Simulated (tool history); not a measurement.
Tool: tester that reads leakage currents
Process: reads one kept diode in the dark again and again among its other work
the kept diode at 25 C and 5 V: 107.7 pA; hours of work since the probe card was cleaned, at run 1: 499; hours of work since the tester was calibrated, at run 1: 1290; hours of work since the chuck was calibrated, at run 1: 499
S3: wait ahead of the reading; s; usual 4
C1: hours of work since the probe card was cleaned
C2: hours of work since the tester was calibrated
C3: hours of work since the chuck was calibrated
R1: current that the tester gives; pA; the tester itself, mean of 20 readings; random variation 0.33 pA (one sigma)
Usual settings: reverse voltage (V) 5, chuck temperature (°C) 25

Run 1, day 0: usual settings; C1 499; C2 1290; C3 499. Result: R1 115.41 pA.
Run 2, day 3.558: usual settings; C1 550; C2 1341; C3 550. Result: R1 116.48 pA.
Run 3, day 5.204: usual settings; C1 574; C2 1364; C3 574. Result: R1 116.61 pA.
Run 4, day 7.733: usual settings; C1 610; C2 1401; C3 610. Result: R1 117.17 pA.
Run 5, day 11.054: usual settings; C1 658; C2 1449; C3 658. Result: R1 118.43 pA.
Run 6, day 14.096: usual settings; C1 701; C2 1492; C3 701. Result: R1 118.8 pA.
Run 7, day 15.788: usual settings; C1 726; C2 1517; C3 726. Result: R1 119.49 pA.
Run 8, day 18.254: usual settings; C1 761; C2 1552; C3 761. Result: R1 118.65 pA.
At day 19.325: chuck's temperature calibrated.
Run 9, day 21.779: usual settings; C1 810; C2 1601; C3 35. Result: R1 111.05 pA.
Run 10, day 23.367: usual settings; C1 833; C2 1624; C3 58. Result: R1 111.57 pA.
Run 11, day 25.817: usual settings; C1 869; C2 1659; C3 93. Result: R1 111.44 pA.
Run 12, day 28.308: usual settings; C1 904; C2 1695; C3 129. Result: R1 112.7 pA.
Run 13, day 30.629: usual settings; C1 938; C2 1729; C3 162. Result: R1 113.18 pA.
Run 14, day 32.325: usual settings; C1 962; C2 1753; C3 187. Result: R1 113.52 pA.
Run 15, day 34.679: usual settings but chuck temperature (°C) 45; C1 996; C2 1787; C3 221. Result: R1 475.27 pA.
Run 16, day 37.388: usual settings but chuck temperature (°C) 45; C1 1035; C2 1826; C3 260. Result: R1 475.8 pA.
Run 17, day 39.329: usual settings but chuck temperature (°C) 43; C1 1063; C2 1854; C3 287. Result: R1 417.45 pA.
Run 18, day 41.542: usual settings; C1 1094; C2 1885; C3 319. Result: R1 115.43 pA.
Run 19, day 43.779: usual settings but reverse voltage (V) 2.42, S3 0.65 s; C1 1127; C2 1918; C3 351. Result: R1 81.35 pA.
Run 20, day 45.438: usual settings but reverse voltage (V) 2.42, S3 0.65 s; C1 1151; C2 1941; C3 375. Result: R1 81.38 pA.
Run 21, day 47.758: usual settings but reverse voltage (V) 4.04, S3 4.77 s; C1 1184; C2 1975; C3 409. Result: R1 104.66 pA.
Run 22, day 51.142: usual settings but reverse voltage (V) 4.04, S3 4.77 s; C1 1232; C2 2023; C3 457. Result: R1 104.71 pA.
Run 23, day 53.471: usual settings but reverse voltage (V) 4.04, S3 4.77 s; C1 1266; C2 2057; C3 491. Result: R1 105.88 pA.
Run 24, day 56.767: usual settings but reverse voltage (V) 4.04, S3 4.77 s; C1 1313; C2 2104; C3 538. Result: R1 106.36 pA.
Run 25, day 59.567: usual settings but reverse voltage (V) 4.04, S3 4.77 s; C1 1354; C2 2144; C3 578. Result: R1 106.94 pA.
Run 26, day 61.138: usual settings but reverse voltage (V) 4.04, S3 4.77 s; C1 1376; C2 2167; C3 601. Result: R1 106.82 pA.
Run 27, day 63.917: usual settings but reverse voltage (V) 2.09, chuck temperature (°C) 53, S3 1.87 s; C1 1416; C2 2207; C3 641. Result: R1 554.58 pA.
Run 28, day 67.05: usual settings but reverse voltage (V) 2.09, chuck temperature (°C) 53, S3 1.87 s; C1 1461; C2 2252; C3 686. Result: R1 552.09 pA.
Run 29, day 69.871: usual settings but reverse voltage (V) 2.09, chuck temperature (°C) 53, S3 1.87 s; C1 1502; C2 2293; C3 726. Result: R1 552.86 pA.
Run 30, day 73.133: usual settings but reverse voltage (V) 2.09, chuck temperature (°C) 53, S3 1.87 s; C1 1548; C2 2339; C3 773. Result: R1 555.25 pA.
At day 73.396: chuck's temperature calibrated.
Run 31, day 75.733: usual settings but reverse voltage (V) 2.09, chuck temperature (°C) 53, S3 1.87 s; C1 1585; C2 2376; C3 34. Result: R1 520.18 pA.
Run 32, day 77.396: usual settings but reverse voltage (V) 2.09, chuck temperature (°C) 53, S3 1.87 s; C1 1609; C2 2400; C3 58. Result: R1 518.71 pA.
Run 33, day 80.496: usual settings but reverse voltage (V) 2.09, chuck temperature (°C) 53, S3 1.87 s; C1 1653; C2 2444; C3 102. Result: R1 522.12 pA.
Run 34, day 83.667: usual settings but reverse voltage (V) 2.09, chuck temperature (°C) 53, S3 1.87 s; C1 1699; C2 2490; C3 148. Result: R1 523.41 pA.
Run 35, day 85.712: usual settings but reverse voltage (V) 9.86, chuck temperature (°C) 39, S3 1.68 s; C1 1728; C2 2519; C3 177. Result: R1 436.51 pA.
Run 36, day 89.25: usual settings but chuck temperature (°C) 20, S3 2.92 s; C1 1779; C2 2570; C3 228. Result: R1 79.76 pA.

4 ways to go on from here, each from the tool as it stands after run 36. What would each give?
Run A, day 91.333: usual settings but chuck temperature (°C) 20, S3 9.99 s; C1 1809; C2 2600; C3 258. Result: R1 ?.
Run B, day 91.333: usual settings but reverse voltage (V) 10.23, chuck temperature (°C) 33; C1 1809; C2 2600; C3 258. Result: R1 ?.
Run C, day 91.333: usual settings but reverse voltage (V) 4.26, S3 1.8 s; C1 1809; C2 2600; C3 258. Result: R1 ?.
Run D, day 91.333: usual settings but chuck temperature (°C) 20, S3 2.92 s; C1 1809; C2 2600; C3 258. Result: R1 ?.

run      R1
  A   79.34
  B  292.28
  C   106.6
  D   80.14
Without the tool's hidden state the same runs would have given:
run      R1
  A   72.16
  B  276.29
  C     100
  D   72.91
